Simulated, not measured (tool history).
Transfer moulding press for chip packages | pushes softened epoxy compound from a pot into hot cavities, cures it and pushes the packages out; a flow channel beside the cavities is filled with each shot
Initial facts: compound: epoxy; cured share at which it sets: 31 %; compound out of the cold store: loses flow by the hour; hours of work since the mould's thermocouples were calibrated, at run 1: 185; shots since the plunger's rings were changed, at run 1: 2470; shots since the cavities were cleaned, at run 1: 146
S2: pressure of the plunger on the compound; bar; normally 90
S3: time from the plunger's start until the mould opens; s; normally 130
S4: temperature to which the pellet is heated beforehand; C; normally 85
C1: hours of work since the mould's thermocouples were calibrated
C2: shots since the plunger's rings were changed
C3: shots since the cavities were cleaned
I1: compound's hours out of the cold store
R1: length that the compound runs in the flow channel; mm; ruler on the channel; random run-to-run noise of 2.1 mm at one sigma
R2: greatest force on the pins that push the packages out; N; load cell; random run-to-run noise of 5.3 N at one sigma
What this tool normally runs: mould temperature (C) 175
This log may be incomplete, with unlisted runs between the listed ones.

Run 1, hour 0: usual settings; C1 185; C2 2470; C3 146; I1 25.6. Result: R1 667 mm, R2 204 N.
Run 2, hour 11.6: usual settings; C1 190; C2 2547; C3 223; I1 28.3. Result: R1 666 mm, R2 225 N.
Run 3, hour 22: usual settings; C1 195; C2 2617; C3 293; I1 42.1. Result: R1 636 mm, R2 240 N.
At hour 28.6: plunger's sealing rings changed.
Run 4, hour 31.4: usual settings; C1 198; C2 19; C3 339; I1 40.8. Result: R1 654 mm, R2 245 N.
Run 5, hour 42.7: usual settings; C1 203; C2 94; C3 414; I1 11.5. Result: R1 701 mm, R2 255 N.
Run 6, hour 55.6: usual settings; C1 208; C2 181; C3 501; I1 40.7. Result: R1 655 mm, R2 268 N.
At hour 66.5: cavities cleaned with cleaning compound and waxed.
Run 7, hour 68.1: usual settings but S4 89 C; C1 213; C2 254; C3 10; I1 32.9. Result: R1 665 mm, R2 172 N.
Run 8, hour 81.3: usual settings but S4 84 C; C1 219; C2 343; C3 99; I1 43.9. Result: R1 650 mm, R2 185 N.
Run 9, hour 89.4: usual settings but S4 84 C; C1 222; C2 397; C3 153; I1 38. Result: R1 658 mm, R2 207 N.
Run 10, hour 95.2: usual settings but S4 84 C; C1 225; C2 436; C3 192; I1 10.1. Result: R1 706 mm, R2 226 N.
Run 11, hour 102.9: usual settings; C1 228; C2 487; C3 243; I1 19.3. Result: R1 687 mm, R2 233 N.
Run 12, hour 108.8: usual settings; C1 230; C2 527; C3 283; I1 22.7. Result: R1 684 mm, R2 249 N.
Run 13, hour 119.8: usual settings; C1 235; C2 600; C3 356; I1 16.4. Result: R1 695 mm, R2 251 N.
Run 14, hour 132.9: usual settings but S4 76 C; C1 241; C2 688; C3 444; I1 32.1. Result: R1 664 mm, R2 268 N.
Run 15, hour 144.2: usual settings but mould temperature (C) 168; C1 246; C2 764; C3 520; I1 47. Result: R1 670 mm, R2 361 N.
At hour 152.2: cavities cleaned with cleaning compound and waxed.
Run 16, hour 158.3: usual settings but S2 108.8 bar, S4 95 C; C1 251; C2 848; C3 41; I1 42.5. Result: R1 717 mm, R2 179 N.
Run 17, hour 164.4: usual settings but S2 100.5 bar, S3 163 s; C1 254; C2 889; C3 82; I1 14.8. Result: R1 732 mm, R2 186 N.
Run 18, hour 173.9: usual settings but S2 100.5 bar, S3 163 s; C1 258; C2 952; C3 145; I1 21.8. Result: R1 719 mm, R2 193 N.
Run 19, hour 184.3: usual settings but S2 100.5 bar, S3 163 s; C1 263; C2 1022; C3 215; I1 41.5. Result: R1 684 mm, R2 220 N.
Run 20, hour 198.6: usual settings but S2 99.7 bar; C1 269; C2 1118; C3 311; I1 22.9. Result: R1 711 mm, R2 242 N.
Run 21, hour 208.8: usual settings but mould temperature (C) 168, S2 81.7 bar, S3 125 s; C1 273; C2 1186; C3 379; I1 42.8. Result: R1 643 mm, R2 339 N.
Run 22, hour 218.2: usual settings but mould temperature (C) 168, S2 81.7 bar, S3 150 s; C1 277; C2 1249; C3 442; I1 45. Result: R1 636 mm, R2 286 N.
Run 23, hour 231: usual settings but mould temperature (C) 182, S2 99.4 bar, S3 121 s, S4 95 C; C1 283; C2 1334; C3 527; I1 16.1. Result: R1 696 mm, R2 273 N.
At hour 238: cavities cleaned with cleaning compound and waxed.
Run 24, hour 239.7: usual settings but mould temperature (C) 171, S2 71.4 bar; C1 286; C2 1383; C3 12; I1 14. Result: R1 632 mm, R2 198 N.
Run 25, hour 251.5: usual settings but mould temperature (C) 172, S2 83.4 bar, S3 125 s, S4 86 C; C1 291; C2 1461; C3 90; I1 29.2. Result: R1 652 mm, R2 221 N.
Run 26, hour 261.7: usual settings but mould temperature (C) 172, S2 83.4 bar, S3 125 s, S4 86 C; C1 295; C2 1530; C3 159; I1 47.5. Result: R1 623 mm, R2 244 N.
Run 27, hour 269.9: usual settings but mould temperature (C) 181, S2 82.2 bar, S3 118 s, S4 88 C; C1 299; C2 1585; C3 214; I1 20.3. Result: R1 628 mm, R2 227 N.
Run 28, hour 278.7: usual settings but mould temperature (C) 170, S2 87.7 bar, S3 159 s, S4 95 C; C1 303; C2 1644; C3 273; I1 15.8. Result: R1 699 mm, R2 240 N.
Run 29, hour 287.7: usual settings but mould temperature (C) 170, S2 87.7 bar, S3 159 s, S4 95 C; C1 307; C2 1704; C3 333; I1 39. Result: R1 661 mm, R2 254 N.

3 options for the next run, each taken on its own from the tool as it stands now. Forecast them:
Run A, hour 301.9: usual settings but mould temperature (C) 170, S2 87.7 bar, S3 148 s, S4 95 C; C1 313; C2 1799; C3 428; I1 9.9. Result: R1 ?, R2 ?.
Run B, hour 301.9: usual settings but S4 92 C; C1 313; C2 1799; C3 428; I1 13.8. Result: R1 ?, R2 ?.
Run C, hour 301.9: usual settings but mould temperature (C) 182, S2 87.7 bar, S3 140 s, S4 87 C; C1 313; C2 1799; C3 428; I1 13. Result: R1 ?, R2 ?.

run   R1   R2
  A  708  272
  B  688  264
  C  654  259
Had the tool no hidden state, the same runs would have come out as:
run   R1   R2
  A  720  175
  B  699  167
  C  664  165
